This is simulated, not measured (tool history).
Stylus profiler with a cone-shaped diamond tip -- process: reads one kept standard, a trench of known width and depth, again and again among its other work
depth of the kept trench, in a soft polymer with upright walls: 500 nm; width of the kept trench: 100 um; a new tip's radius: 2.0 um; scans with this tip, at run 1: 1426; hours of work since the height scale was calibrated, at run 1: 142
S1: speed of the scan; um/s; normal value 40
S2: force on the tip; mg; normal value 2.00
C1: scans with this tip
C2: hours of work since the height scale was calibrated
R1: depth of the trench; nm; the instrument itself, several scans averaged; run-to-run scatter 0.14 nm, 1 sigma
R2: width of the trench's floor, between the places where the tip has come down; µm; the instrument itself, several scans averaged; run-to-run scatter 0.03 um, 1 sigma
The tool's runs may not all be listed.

run   hour   S1    S2    C1   C2      R1     R2
  1    0.0   40  2.00  1426  142  506.33  97.19
  2   22.8   40  2.00  1605  160  506.67  97.14
  3   42.8   40  2.00  1762  176  506.47  97.17
  4   58.7   40  2.00  1887  188  506.55  97.18
  5   76.1   40  2.00  2023  202  506.55  97.20
  6   88.2   40  2.00  2118  211  506.66  97.23
  7  103.9   14  2.00  2241  223  506.46  97.33
  8  125.2   20  2.00  2408  240  506.65  97.28
  9  137.7   20  2.00  2506  250  506.54  97.29
 10  166.2   19  2.00  2730  272  506.68  97.28
 11  185.7   19  2.00  2883  287  506.54  97.28
 12  210.3   19  2.00  3076  307  506.52  97.28
 13  226.0   40  2.00  3199  319  506.41  97.19
 14  254.9   40  2.00  3425  341  506.59  97.13
 15  268.2   40  5.13  3530  352  512.38  97.25
 16  291.2   40  5.13  3710  370  512.05  97.23
 17  319.3   40  2.00  3930  392  506.50  97.18
 18  344.8   40  2.00  4131  412  506.38  97.21
 19  359.6   40  2.00  4246  423  506.78  97.17
 20  374.3   40  2.00  4362  435  506.29  97.15
 21  390.5   40  2.00  4489  447  506.49  97.18
 22  406.8   40  2.00  4616  460  506.31  97.16
 23  428.2   40  2.00  4784  477  506.56  97.16
 24  449.0   40  2.00  4947  493  506.66  97.14
 25  467.4   25  2.00  5092  507  506.51  97.22
 26  480.8   60  2.00  5197  518  506.68  97.09
 27  498.6   16  4.70  5337  532  511.50  97.27
 28  524.9  129  2.31  5543  552  507.19  96.86
 29  547.2  129  2.31  5718  570  507.32  96.80
 30  572.9   36  2.10  5919  590  506.65  97.17
 31  601.8   36  2.10  6146  612  506.53  97.20
 32  630.1   36  2.10  6368  635  506.91  97.18
 33  651.0   36  2.10  6532  651  506.71  97.18
 34  678.6   45  2.00  6748  672  506.42  97.13
 35  707.7   31  2.19  6976  695  506.82  97.23
 36  735.4   31  2.19  7193  717  506.86  97.21
 37  751.8   31  2.19  7322  730  507.01  97.17
 38  766.9   31  2.19  7441  741  507.04  97.22
 39  786.6   82  0.85  7595  757  503.55  96.77
 40  812.3   26  2.90  7796  777  508.33  97.22
 41  828.2   47  4.60  7921  789  511.46  97.19
 42  852.9   50  3.17  8115  809  508.91  97.15
 43  879.8   50  3.17  8326  830  508.84  97.15
 44  893.3   98  0.80  8432  840  503.64  96.67
 45  920.0   98  0.80  8641  861  503.49  96.64
 46  933.2   98  0.80  8745  871  503.35  96.70
 47  951.7   40  0.74  8890  886  503.36  97.06

Each row is a separate what-if for the run after 47, all from the same tool condition, not one after another. Results?
  A  971.8  40  1.46  9047  902   ?   ?
  B  971.8  34  5.24  9047  902   ?   ?
  C  971.8  13  2.00  9047  902   ?   ?
  D  971.8  15  2.00  9047  902   ?   ?

run      R1     R2
  A  505.16  97.12
  B  512.60  97.25
  C  506.63  97.27
  D  506.39  97.24
Stripped of hidden state, with their random variation kept, the same runs would have yielded:
run      R1     R2
  A  505.18  97.15
  B  512.62  97.28
  C  506.65  97.30
  D  506.41  97.26
